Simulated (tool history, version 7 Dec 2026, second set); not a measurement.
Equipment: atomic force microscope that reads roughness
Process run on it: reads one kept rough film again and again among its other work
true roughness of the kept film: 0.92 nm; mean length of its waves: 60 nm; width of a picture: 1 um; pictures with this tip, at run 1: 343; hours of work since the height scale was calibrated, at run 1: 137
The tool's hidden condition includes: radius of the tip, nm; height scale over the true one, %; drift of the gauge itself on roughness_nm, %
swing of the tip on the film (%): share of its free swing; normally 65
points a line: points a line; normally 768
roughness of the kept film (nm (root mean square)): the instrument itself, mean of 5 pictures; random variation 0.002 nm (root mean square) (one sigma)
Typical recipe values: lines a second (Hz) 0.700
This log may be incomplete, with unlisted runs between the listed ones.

run   hour  lines a second (Hz)  swing of the tip on the film (%)  points a line  pictures with this tip  hours of work since the height scale was calibrated  roughness of the kept film (nm (root mean square))
  1    0.0                0.700                                65            768                     343                                                  137                                               0.888
  2   18.7                0.700                                65            768                     372                                                  145                                               0.886
      34.2  -- new tip fitted
  3   35.8                0.700                                65            587                       3                                                  154                                               0.898
  4   51.9                0.700                                65            587                      27                                                  161                                               0.895
  5   65.2                2.356                                65            768                      47                                                  168                                               0.863
  6   77.7                2.356                                65            314                      66                                                  174                                               0.860
  7   94.7                0.700                                65            768                      92                                                  182                                               0.894
  8  111.6                0.700                                65            768                     117                                                  190                                               0.895
  9  131.1                0.700                                65            768                     147                                                  199                                               0.896
 10  150.2                0.700                                79            768                     176                                                  209                                               0.878
 11  167.1                0.700                                71            768                     201                                                  217                                               0.879
     169.0  -- height scale calibrated on a step standard
 12  184.2                1.220                                77            872                     226                                                    7                                               0.851
 13  202.0                1.220                                69            740                     253                                                   16                                               0.868
 14  220.1                3.690                                62            750                     280                                                   25                                               0.842
 15  240.4                3.690                                62            750                     311                                                   34                                               0.840
 16  260.8                0.522                                62            633                     342                                                   44                                               0.889
 17  276.0                0.522                                62            633                     365                                                   51                                               0.886
     288.3  -- height scale calibrated on a step standard, once more
 18  293.3                0.621                                69            649                     389                                                    2                                               0.888
     297.1  -- new tip fitted
 19  305.5                0.700                                65            280                      13                                                    8                                               0.899

Below are 4 alternative next runs, each starting from the tool's condition after run 19. Predict each:
  A  314.4                0.700                                65            726                      26                                                   12                                                   ?
  B  314.4                3.385                                73            280                      26                                                   12                                                   ?
  C  314.4                0.872                                65            768                      26                                                   12                                                   ?
  D  314.4                1.724                                59            268                      26                                                   12                                                   ?

run  roughness of the kept film (nm (root mean square))
  A                                               0.901
  B                                               0.810
  C                                               0.898
  D                                               0.884
What these runs would have given with no unlogged condition in the tool:
run  roughness of the kept film (nm (root mean square))
  A                                               0.901
  B                                               0.810
  C                                               0.898
  D                                               0.884

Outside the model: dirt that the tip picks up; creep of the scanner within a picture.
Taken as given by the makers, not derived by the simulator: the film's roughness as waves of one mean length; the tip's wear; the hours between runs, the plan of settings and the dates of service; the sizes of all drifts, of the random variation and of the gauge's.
